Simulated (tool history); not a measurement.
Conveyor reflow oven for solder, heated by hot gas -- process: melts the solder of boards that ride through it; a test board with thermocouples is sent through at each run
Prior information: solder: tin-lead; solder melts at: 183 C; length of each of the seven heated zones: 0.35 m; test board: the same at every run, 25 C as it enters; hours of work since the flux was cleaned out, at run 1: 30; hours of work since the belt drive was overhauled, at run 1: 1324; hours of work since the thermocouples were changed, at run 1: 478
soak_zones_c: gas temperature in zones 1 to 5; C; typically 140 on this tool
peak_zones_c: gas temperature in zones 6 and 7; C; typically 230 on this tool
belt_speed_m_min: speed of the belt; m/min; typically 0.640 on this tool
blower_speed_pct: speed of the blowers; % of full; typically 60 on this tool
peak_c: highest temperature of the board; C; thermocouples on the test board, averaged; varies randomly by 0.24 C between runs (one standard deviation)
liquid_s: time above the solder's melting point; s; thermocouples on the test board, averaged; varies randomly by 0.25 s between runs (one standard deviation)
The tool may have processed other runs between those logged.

run   hour  soak_zones_c  peak_zones_c  belt_speed_m_min  blower_speed_pct  hours of work since the flux was cleaned out  hours of work since the belt drive was overhauled  hours of work since the thermocouples were changed  peak_c  liquid_s
  1    0.0           140           230             0.640                60                                            30                                               1324                                                 478   206.1      39.5
  2   73.2           140           230             0.640                60                                            84                                               1378                                                 532   205.4      39.0
  3  136.7           140           244             0.640                60                                           132                                               1426                                                 580   216.2      49.3
     168.7  -- belt drive overhauled, speed set with a stopwatch
  4  214.0           140           230             0.640                60                                           187                                                 34                                                 635   203.5      36.4
  5  248.0           140           230             0.640                60                                           212                                                 59                                                 660   203.5      36.1
     316.7  -- flux residue cleaned out of gas plates and filters
  6  332.4           144           233             0.671                57                                            12                                                119                                                 720   205.0      36.9
  7  382.3           140           230             0.557                58                                            49                                                156                                                 757   208.3      49.0
  8  438.5           152           238             0.557                58                                            91                                                198                                                 799   217.4      62.0
  9  510.0           134           232             0.640                58                                           145                                                251                                                 852   203.5      33.9
 10  562.4           134           232             0.640                58                                           184                                                291                                                 892   203.0      33.4

Predict each of these 5 candidate next runs independently; none follows another, all start after run 10:
  A  630.0           140           230             0.565                60                                           234                                                341                                                 942       ?         ?
  B  630.0           140           230             0.640                50                                           234                                                341                                                 942       ?         ?
  C  630.0           128           230             0.560                60                                           234                                                341                                                 942       ?         ?
  D  630.0           144           239             0.640                60                                           234                                                341                                                 942       ?         ?
  E  630.0           134           232             0.595                58                                           234                                                341                                                 942       ?         ?

run  peak_c  liquid_s
  A   207.2      46.3
  B   198.3      29.2
  C   205.0      40.4
  D   211.4      44.9
  E   205.0      39.2
With the hidden condition removed and each run's random variation left untouched, the same runs would have given:
run  peak_c  liquid_s
  A   211.0      50.2
  B   202.0      33.9
  C   209.1      44.9
  D   215.4      48.3
  E   209.0      43.5

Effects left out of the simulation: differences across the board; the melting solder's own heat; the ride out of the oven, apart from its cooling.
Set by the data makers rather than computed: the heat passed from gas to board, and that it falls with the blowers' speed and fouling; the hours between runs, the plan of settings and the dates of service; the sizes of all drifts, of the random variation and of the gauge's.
